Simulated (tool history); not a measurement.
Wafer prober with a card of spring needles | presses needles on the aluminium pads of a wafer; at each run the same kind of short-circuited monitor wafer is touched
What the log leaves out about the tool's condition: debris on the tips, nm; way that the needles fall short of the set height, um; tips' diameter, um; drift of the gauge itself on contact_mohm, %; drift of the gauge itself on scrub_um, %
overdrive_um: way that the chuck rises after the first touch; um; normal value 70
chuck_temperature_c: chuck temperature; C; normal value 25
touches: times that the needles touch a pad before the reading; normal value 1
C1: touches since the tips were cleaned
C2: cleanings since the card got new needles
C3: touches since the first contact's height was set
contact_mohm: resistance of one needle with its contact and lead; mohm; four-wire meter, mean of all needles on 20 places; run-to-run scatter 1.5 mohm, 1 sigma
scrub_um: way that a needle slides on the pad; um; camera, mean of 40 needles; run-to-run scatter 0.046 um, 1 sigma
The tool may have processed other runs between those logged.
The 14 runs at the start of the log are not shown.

At day 8.921: tips cleaned on abrasive film.
Run 15, day 8.938: usual settings but touches 2; C1 119; C2 22; C3 159714. Result: contact_mohm 157 mohm, scrub_um 13.83 um.
Run 16, day 9.533: usual settings but touches 2; C1 4333; C2 22; C3 163928. Result: contact_mohm 246 mohm, scrub_um 13.93 um.
At day 9.875: tips cleaned on abrasive film.
Run 17, day 10.400: usual settings but chuck_temperature_c 98 C; C1 3713; C2 23; C3 170025. Result: contact_mohm 288 mohm, scrub_um 13.81 um.
At day 10.758: height of the first contact set anew.
At day 10.825: tips cleaned on abrasive film.
Run 18, day 10.825: usual settings but overdrive_um 51 um, chuck_temperature_c 41 C, touches 3; C1 0; C2 24; C3 435. Result: contact_mohm 157 mohm, scrub_um 10.39 um.
Run 19, day 11.371: usual settings but overdrive_um 51 um, chuck_temperature_c 41 C, touches 3; C1 3866; C2 24; C3 4301. Result: contact_mohm 249 mohm, scrub_um 10.46 um.
At day 11.779: tips cleaned on abrasive film.
Run 20, day 12.062: usual settings but overdrive_um 56 um, chuck_temperature_c 119 C, touches 2; C1 1980; C2 25; C3 9139. Result: contact_mohm 244 mohm, scrub_um 11.45 um.
At day 12.712: tips cleaned on abrasive film.
Run 21, day 12.712: usual settings but overdrive_um 56 um, chuck_temperature_c 119 C, touches 2; C1 0; C2 26; C3 13718. Result: contact_mohm 174 mohm, scrub_um 11.45 um.
Run 22, day 13.142: usual settings but overdrive_um 57 um, chuck_temperature_c 98 C, touches 2; C1 3035; C2 26; C3 16753. Result: contact_mohm 262 mohm, scrub_um 11.57 um.
At day 13.646: tips cleaned on abrasive film.
Run 23, day 13.783: usual settings but overdrive_um 56 um, chuck_temperature_c 81 C, touches 2; C1 977; C2 27; C3 21251. Result: contact_mohm 218 mohm, scrub_um 11.36 um.
Run 24, day 14.150: usual settings but overdrive_um 78 um, chuck_temperature_c 74 C, touches 2; C1 3553; C2 27; C3 23827. Result: contact_mohm 222 mohm, scrub_um 15.88 um.
At day 14.592: tips cleaned on abrasive film.
Run 25, day 14.725: usual settings but overdrive_um 78 um, chuck_temperature_c 74 C, touches 2; C1 946; C2 28; C3 27858. Result: contact_mohm 173 mohm, scrub_um 15.85 um.
Run 26, day 15.117: usual settings but overdrive_um 53 um, chuck_temperature_c 74 C, touches 2; C1 3729; C2 28; C3 30641. Result: contact_mohm 296 mohm, scrub_um 10.79 um.
At day 15.562: tips cleaned on abrasive film.
Run 27, day 15.712: usual settings but chuck_temperature_c 94 C; C1 1066; C2 29; C3 34815. Result: contact_mohm 217 mohm, scrub_um 14.24 um.
Run 28, day 16.254: usual settings but chuck_temperature_c 94 C; C1 4888; C2 29; C3 38637. Result: contact_mohm 318 mohm, scrub_um 14.15 um.
At day 16.504: tips cleaned on abrasive film.
Run 29, day 16.979: usual settings but overdrive_um 80 um, chuck_temperature_c 54 C, touches 2; C1 3378; C2 30; C3 43742. Result: contact_mohm 208 mohm, scrub_um 16.15 um.
At day 17.450: tips cleaned on abrasive film.
Run 30, day 17.692: usual settings but overdrive_um 73 um, chuck_temperature_c 118 C, touches 2; C1 1714; C2 31; C3 48738. Result: contact_mohm 205 mohm, scrub_um 14.81 um.
Run 31, day 18.275: usual settings but overdrive_um 54 um, touches 3; C1 5821; C2 31; C3 52845. Result: contact_mohm 260 mohm, scrub_um 10.87 um.
At day 18.396: tips cleaned on abrasive film.
Run 32, day 18.979: usual settings but overdrive_um 85 um, touches 3; C1 4144; C2 32; C3 57809. Result: contact_mohm 179 mohm, scrub_um 17.27 um.
At day 19.367: tips cleaned on abrasive film.
Run 33, day 19.750: usual settings but overdrive_um 85 um, touches 3; C1 2699; C2 33; C3 63210. Result: contact_mohm 172 mohm, scrub_um 17.19 um.
Run 34, day 20.183: usual settings but overdrive_um 55 um, chuck_temperature_c 107 C, touches 3; C1 5749; C2 33; C3 66260. Result: contact_mohm 257 mohm, scrub_um 11.07 um.

Here are 3 independent what-if runs from the current tool condition. What would each one return?
At day 20.342: tips cleaned on abrasive film.
Run A, day 20.833: usual settings but overdrive_um 60 um, chuck_temperature_c 38 C, touches 2; C1 3470; C2 34; C3 70839. Result: contact_mohm ?, scrub_um ?.
At day 20.342: tips cleaned on abrasive film.
Run B, day 20.833: usual settings but overdrive_um 73 um; C1 3470; C2 34; C3 70839. Result: contact_mohm ?, scrub_um ?.
At day 20.342: tips cleaned on abrasive film.
Run C, day 20.833: usual settings but overdrive_um 54 um, chuck_temperature_c 29 C; C1 3470; C2 34; C3 70839. Result: contact_mohm ?, scrub_um ?.

run  contact_mohm  scrub_um
  A           260     12.05
  B           280     14.73
  C           385     10.85
Stripped of hidden state, with their random variation kept, the same runs would have yielded:
run  contact_mohm  scrub_um
  A           141     12.29
  B           138     14.97
  C           141     11.09

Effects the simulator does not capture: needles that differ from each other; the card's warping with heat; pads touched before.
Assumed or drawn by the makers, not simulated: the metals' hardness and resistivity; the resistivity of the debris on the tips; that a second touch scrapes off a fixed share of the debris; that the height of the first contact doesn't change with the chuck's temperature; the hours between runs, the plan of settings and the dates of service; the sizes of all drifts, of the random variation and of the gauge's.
